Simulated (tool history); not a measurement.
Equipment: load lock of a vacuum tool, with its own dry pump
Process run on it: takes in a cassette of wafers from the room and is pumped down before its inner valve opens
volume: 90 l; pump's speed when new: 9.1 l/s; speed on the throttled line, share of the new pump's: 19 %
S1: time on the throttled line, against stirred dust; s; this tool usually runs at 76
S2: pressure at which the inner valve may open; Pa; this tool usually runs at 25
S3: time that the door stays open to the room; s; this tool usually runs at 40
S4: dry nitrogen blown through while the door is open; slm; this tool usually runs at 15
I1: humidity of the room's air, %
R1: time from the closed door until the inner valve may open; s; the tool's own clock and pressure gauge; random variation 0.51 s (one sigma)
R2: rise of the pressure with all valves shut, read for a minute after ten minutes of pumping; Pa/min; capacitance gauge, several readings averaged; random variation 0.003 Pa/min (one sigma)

Run 1, day 0.000: usual settings; I1 45.7. Result: R1 148.3 s, R2 0.165 Pa/min.
Run 2, day 7.204: usual settings; I1 46.0. Result: R1 148.5 s, R2 0.173 Pa/min.
Run 3, day 15.379: usual settings; I1 47.3. Result: R1 148.3 s, R2 0.176 Pa/min.
Run 4, day 23.683: usual settings but S3 198 s; I1 46.3. Result: R1 150.1 s, R2 0.216 Pa/min.
Run 5, day 32.154: usual settings but S3 198 s; I1 41.9. Result: R1 149.5 s, R2 0.215 Pa/min.
Run 6, day 40.658: usual settings but S2 22 Pa; I1 45.3. Result: R1 150.3 s, R2 0.186 Pa/min.
Run 7, day 46.996: usual settings; I1 49.5. Result: R1 150.0 s, R2 0.194 Pa/min.
Run 8, day 55.429: usual settings; I1 45.6. Result: R1 150.3 s, R2 0.198 Pa/min.
Run 9, day 60.742: usual settings; I1 43.6. Result: R1 149.9 s, R2 0.196 Pa/min.
Run 10, day 66.700: usual settings but S4 27 slm; I1 41.2. Result: R1 150.8 s, R2 0.194 Pa/min.
Run 11, day 70.358: usual settings but S1 50 s; I1 46.7. Result: R1 129.3 s, R2 0.205 Pa/min.
Run 12, day 77.667: usual settings but S2 30 Pa; I1 45.0. Result: R1 147.9 s, R2 0.212 Pa/min.
Run 13, day 84.604: usual settings; I1 44.9. Result: R1 150.3 s, R2 0.217 Pa/min.
At day 86.642: door's seal changed, seat wiped.
Run 14, day 89.083: usual settings; I1 46.8. Result: R1 149.8 s, R2 0.035 Pa/min.
Run 15, day 93.792: usual settings; I1 44.8. Result: R1 150.7 s, R2 0.032 Pa/min.
Run 16, day 98.821: usual settings; I1 45.4. Result: R1 150.3 s, R2 0.026 Pa/min.
Run 17, day 106.025: usual settings; I1 43.9. Result: R1 151.5 s, R2 0.035 Pa/min.
Run 18, day 112.238: usual settings; I1 44.1. Result: R1 151.5 s, R2 0.031 Pa/min.
Run 19, day 118.725: usual settings; I1 43.3. Result: R1 151.6 s, R2 0.032 Pa/min.
Run 20, day 123.262: usual settings but S2 28 Pa; I1 45.5. Result: R1 149.9 s, R2 0.037 Pa/min.
Run 21, day 131.554: usual settings but S2 35 Pa; I1 43.9. Result: R1 147.3 s, R2 0.035 Pa/min.
Run 22, day 137.700: usual settings but S2 35 Pa; I1 45.0. Result: R1 147.7 s, R2 0.038 Pa/min.
Run 23, day 145.746: usual settings but S3 223 s, S4 8 slm; I1 46.3. Result: R1 152.4 s, R2 0.085 Pa/min.
Run 24, day 153.704: usual settings but S2 49 Pa, S3 223 s, S4 8 slm; I1 41.2. Result: R1 143.9 s, R2 0.086 Pa/min.
Run 25, day 161.833: usual settings but S2 40 Pa, S3 136 s; I1 45.6. Result: R1 145.9 s, R2 0.066 Pa/min.
Run 26, day 168.929: usual settings but S1 59 s, S2 24 Pa, S3 93 s; I1 42.7. Result: R1 138.6 s, R2 0.054 Pa/min.
Run 27, day 175.583: usual settings but S3 32 s; I1 47.1. Result: R1 152.8 s, R2 0.043 Pa/min.
Run 28, day 179.154: usual settings but S3 32 s; I1 48.3. Result: R1 151.6 s, R2 0.045 Pa/min.
Run 29, day 186.108: usual settings but S3 104 s, S4 23 slm; I1 44.7. Result: R1 153.5 s, R2 0.050 Pa/min.
Run 30, day 190.317: usual settings but S3 31 s, S4 18 slm; I1 45.5. Result: R1 152.1 s, R2 0.044 Pa/min.
Run 31, day 197.433: usual settings but S3 41 s, S4 18 slm; I1 46.3. Result: R1 153.5 s, R2 0.049 Pa/min.
Run 32, day 203.742: usual settings but S1 102 s, S2 18 Pa, S3 89 s, S4 6 slm; I1 44.8. Result: R1 176.4 s, R2 0.076 Pa/min.
Run 33, day 212.208: usual settings but S1 39 s, S2 19 Pa, S3 89 s, S4 6 slm; I1 43.6. Result: R1 127.0 s, R2 0.075 Pa/min.
Run 34, day 216.158: usual settings but S1 72 s, S2 21 Pa, S3 31 s, S4 26 slm; I1 47.5. Result: R1 152.2 s, R2 0.045 Pa/min.
Run 35, day 223.104: usual settings but S1 72 s, S2 21 Pa, S3 31 s, S4 26 slm; I1 45.0. Result: R1 151.6 s, R2 0.041 Pa/min.
Run 36, day 227.362: usual settings but S1 115 s, S2 27 Pa, S3 76 s, S4 11 slm; I1 47.8. Result: R1 183.2 s, R2 0.071 Pa/min.
Run 37, day 232.712: usual settings but S1 115 s, S2 27 Pa, S3 76 s, S4 11 slm; I1 44.9. Result: R1 182.4 s, R2 0.071 Pa/min.

Forecast each of these 4 alternatives for the next run:
Run A, day 238.371: usual settings but S1 145 s, S2 27 Pa, S3 147 s, S4 11 slm; I1 45.3. Result: R1 ?, R2 ?.
Run B, day 238.371: usual settings but S3 26 s, S4 10 slm; I1 43.3. Result: R1 ?, R2 ?.
Run C, day 238.371: usual settings but S1 139 s, S2 18 Pa; I1 45.8. Result: R1 ?, R2 ?.
Run D, day 238.371: usual settings but S1 78 s, S2 18 Pa, S3 108 s; I1 49.8. Result: R1 ?, R2 ?.

run     R1     R2
  A  206.4  0.087
  B  152.7  0.063
  C  206.7  0.055
  D  159.4  0.083
Without the tool's hidden state the same runs would have given:
run     R1     R2
  A  198.8  0.062
  B  143.2  0.037
  C  198.1  0.029
  D  149.3  0.057

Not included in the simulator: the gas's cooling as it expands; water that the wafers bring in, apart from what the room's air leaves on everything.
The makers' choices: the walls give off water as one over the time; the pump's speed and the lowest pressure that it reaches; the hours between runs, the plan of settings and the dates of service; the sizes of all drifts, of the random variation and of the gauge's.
